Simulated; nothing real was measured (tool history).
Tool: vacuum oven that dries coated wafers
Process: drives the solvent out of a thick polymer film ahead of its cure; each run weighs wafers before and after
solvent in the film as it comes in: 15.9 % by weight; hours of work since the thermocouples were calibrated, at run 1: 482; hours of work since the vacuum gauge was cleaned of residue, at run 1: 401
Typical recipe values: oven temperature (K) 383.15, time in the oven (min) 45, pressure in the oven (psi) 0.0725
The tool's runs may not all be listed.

| run | hour | oven temperature (K) | time in the oven (min) | pressure in the oven (psi) | hours of work since the thermocouples were calibrated | hours of work since the vacuum gauge was cleaned of residue | solvent left in the film (%) |
|---|---|---|---|---|---|---|---|
| 1 | 0.0 | 383.15 | 45 | 0.0725 | 482 | 401 | 3.36 |
| 2 | 54.7 | 378.15 | 45 | 0.0725 | 510 | 430 | 4.37 |
| 3 | 83.2 | 378.15 | 45 | 0.0725 | 525 | 444 | 4.34 |
| 4 | 116.4 | 384.15 | 45 | 0.0725 | 542 | 461 | 3.13 |
|  | 121.4 | oven's thermocouples calibrated |
| 5 | 174.8 | 391.15 | 45 | 0.0725 | 28 | 491 | 1.95 |
| 6 | 232.3 | 391.15 | 70 | 0.0725 | 57 | 520 | 0.70 |
| 7 | 291.6 | 375.15 | 45 | 0.2718 | 88 | 551 | 5.38 |
| 8 | 325.1 | 375.15 | 45 | 0.2718 | 105 | 568 | 5.32 |
| 9 | 384.4 | 375.15 | 45 | 0.2718 | 136 | 599 | 5.48 |
| 10 | 444.7 | 375.15 | 45 | 0.2718 | 167 | 630 | 5.42 |
|  | 463.9 | oven's thermocouples calibrated, once more |
| 11 | 485.4 | 375.15 | 45 | 0.2718 | 11 | 650 | 4.97 |
| 12 | 512.0 | 383.15 | 51 | 0.0725 | 25 | 663 | 2.52 |

Each row is a separate what-if for the run after 12, all from the same tool condition, not one after another. Results?
| A | 565.9 | 374.15 | 81 | 0.0416 | 53 | 691 | ? |
| B | 565.9 | 383.15 | 74 | 0.2080 | 53 | 691 | ? |
| C | 565.9 | 383.15 | 24 | 0.0856 | 53 | 691 | ? |
| D | 565.9 | 389.15 | 68 | 0.2901 | 53 | 691 | ? |

| run | solvent left in the film (%) |
|---|---|
| A | 2.31 |
| B | 1.46 |
| C | 6.04 |
| D | 1.03 |
Without the tool's hidden state the same runs would have given:
| run | solvent left in the film (%) |
|---|---|
| A | 2.21 |
| B | 1.38 |
| C | 5.95 |
| D | 0.97 |
